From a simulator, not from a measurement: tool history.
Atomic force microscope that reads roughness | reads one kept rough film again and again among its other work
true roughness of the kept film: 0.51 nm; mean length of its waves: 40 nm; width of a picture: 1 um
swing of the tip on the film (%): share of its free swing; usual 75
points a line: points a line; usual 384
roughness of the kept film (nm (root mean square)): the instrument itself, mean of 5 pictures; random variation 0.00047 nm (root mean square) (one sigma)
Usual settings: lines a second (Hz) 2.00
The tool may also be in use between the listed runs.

| run | hour | lines a second (Hz) | swing of the tip on the film (%) | points a line | roughness of the kept film (nm (root mean square)) |
|---|---|---|---|---|---|
| 1 | 0.0 | 2.00 | 75 | 384 | 0.4552 |
|  | 23.3 | new tip fitted |
| 2 | 67.3 | 2.00 | 75 | 384 | 0.4596 |
| 3 | 133.5 | 2.00 | 75 | 384 | 0.4592 |
| 4 | 188.5 | 2.00 | 75 | 384 | 0.4577 |
| 5 | 228.4 | 2.00 | 75 | 384 | 0.4562 |
|  | 258.9 | new tip fitted |
| 6 | 281.3 | 0.56 | 75 | 384 | 0.4918 |
| 7 | 333.7 | 0.56 | 75 | 384 | 0.4911 |
| 8 | 373.2 | 2.00 | 75 | 384 | 0.4576 |
| 9 | 432.6 | 2.00 | 75 | 384 | 0.4561 |
|  | 492.3 | new tip fitted |
| 10 | 502.4 | 2.00 | 87 | 384 | 0.4321 |
| 11 | 553.7 | 2.00 | 87 | 384 | 0.4305 |
| 12 | 617.6 | 2.00 | 87 | 384 | 0.4287 |
| 13 | 662.4 | 2.00 | 87 | 384 | 0.4270 |
| 14 | 691.5 | 1.39 | 87 | 384 | 0.4454 |
|  | 724.6 | new tip fitted |
| 15 | 759.7 | 0.98 | 75 | 384 | 0.4838 |
| 16 | 818.7 | 2.00 | 70 | 384 | 0.4702 |
| 17 | 875.4 | 2.00 | 70 | 384 | 0.4687 |
| 18 | 909.5 | 2.00 | 70 | 384 | 0.4664 |
|  | 960.8 | new tip fitted |
| 19 | 961.3 | 2.00 | 70 | 384 | 0.4733 |
| 20 | 997.4 | 1.05 | 75 | 384 | 0.4828 |
| 21 | 1044.6 | 2.00 | 75 | 292 | 0.4592 |
| 22 | 1085.3 | 2.00 | 75 | 292 | 0.4580 |
| 23 | 1122.1 | 2.00 | 75 | 292 | 0.4565 |
| 24 | 1163.7 | 2.00 | 75 | 804 | 0.4582 |
|  | 1195.5 | new tip fitted |
| 25 | 1214.6 | 2.00 | 75 | 804 | 0.4647 |
| 26 | 1258.9 | 2.00 | 75 | 896 | 0.4633 |
| 27 | 1309.4 | 2.00 | 75 | 896 | 0.4611 |
| 28 | 1342.6 | 0.81 | 79 | 448 | 0.4802 |
| 29 | 1405.3 | 2.00 | 60 | 724 | 0.4835 |
|  | 1429.4 | new tip fitted |
| 30 | 1461.4 | 1.73 | 61 | 965 | 0.4913 |
| 31 | 1499.7 | 2.28 | 75 | 384 | 0.4553 |
| 32 | 1530.0 | 2.00 | 75 | 556 | 0.4615 |
| 33 | 1595.7 | 1.18 | 58 | 279 | 0.4913 |
| 34 | 1646.5 | 2.79 | 80 | 267 | 0.4249 |
|  | 1663.4 | new tip fitted |
| 35 | 1709.9 | 2.79 | 80 | 267 | 0.4300 |
| 36 | 1760.6 | 2.70 | 80 | 895 | 0.4354 |
| 37 | 1797.0 | 2.70 | 61 | 529 | 0.4786 |
| 38 | 1830.7 | 2.70 | 61 | 529 | 0.4757 |
| 39 | 1864.7 | 2.70 | 61 | 529 | 0.4758 |
|  | 1896.5 | new tip fitted |
| 40 | 1933.6 | 2.70 | 61 | 529 | 0.4818 |
| 41 | 1981.3 | 0.78 | 75 | 384 | 0.4881 |
| 42 | 2021.9 | 0.75 | 86 | 384 | 0.4760 |
|  | 2037.7 | height scale calibrated on a step standard |
| 43 | 2089.8 | 3.53 | 86 | 708 | 0.3859 |
|  | 2130.1 | new tip fitted |
| 44 | 2130.6 | 0.53 | 63 | 422 | 0.4976 |
| 45 | 2164.7 | 3.28 | 69 | 384 | 0.4508 |
| 46 | 2232.6 | 1.28 | 86 | 583 | 0.4535 |
| 47 | 2265.8 | 1.66 | 66 | 796 | 0.4772 |
| 48 | 2332.5 | 1.66 | 66 | 796 | 0.4754 |
|  | 2364.7 | new tip fitted |
| 49 | 2377.6 | 2.29 | 80 | 384 | 0.4404 |
| 50 | 2415.8 | 2.29 | 80 | 384 | 0.4394 |
| 51 | 2477.0 | 2.40 | 80 | 797 | 0.4359 |

Some steps in roughness of the kept film (nm (root mean square)) between neighbouring runs. How much of each would the tool show without its hidden state too (settings, what came in, random variation), and how much is left for the hidden state, with any gauge scatter that isn't in both results?
The hidden state here: radius of the tip, nm; height scale over the true one, %; drift of the gauge itself on roughness_nm, %.
Run 18 -> 19: new tip fitted. roughness of the kept film (nm (root mean square)) +0.0069: hidden state +0.0067, all else +0.0002.
Run 33 -> 34: lines a second (Hz) 1.18 -> 2.79, swing of the tip on the film (%) 58 -> 80, points a line 279 -> 267. roughness of the kept film (nm (root mean square)) -0.0664: hidden state -0.0015, all else -0.0649.
Run 42 -> 43: lines a second (Hz) 0.75 -> 3.53, points a line 384 -> 708, height scale calibrated on a step standard. roughness of the kept film (nm (root mean square)) -0.0901: hidden state -0.0069, all else -0.0832.
Run 43 -> 44: lines a second (Hz) 3.53 -> 0.53, swing of the tip on the film (%) 86 -> 63, points a line 708 -> 422, new tip fitted. roughness of the kept film (nm (root mean square)) +0.1117: hidden state +0.0054, all else +0.1063.
Run 48 -> 49: lines a second (Hz) 1.66 -> 2.29, swing of the tip on the film (%) 66 -> 80, points a line 796 -> 384, new tip fitted. roughness of the kept film (nm (root mean square)) -0.0350: hidden state +0.0065, all else -0.0415.
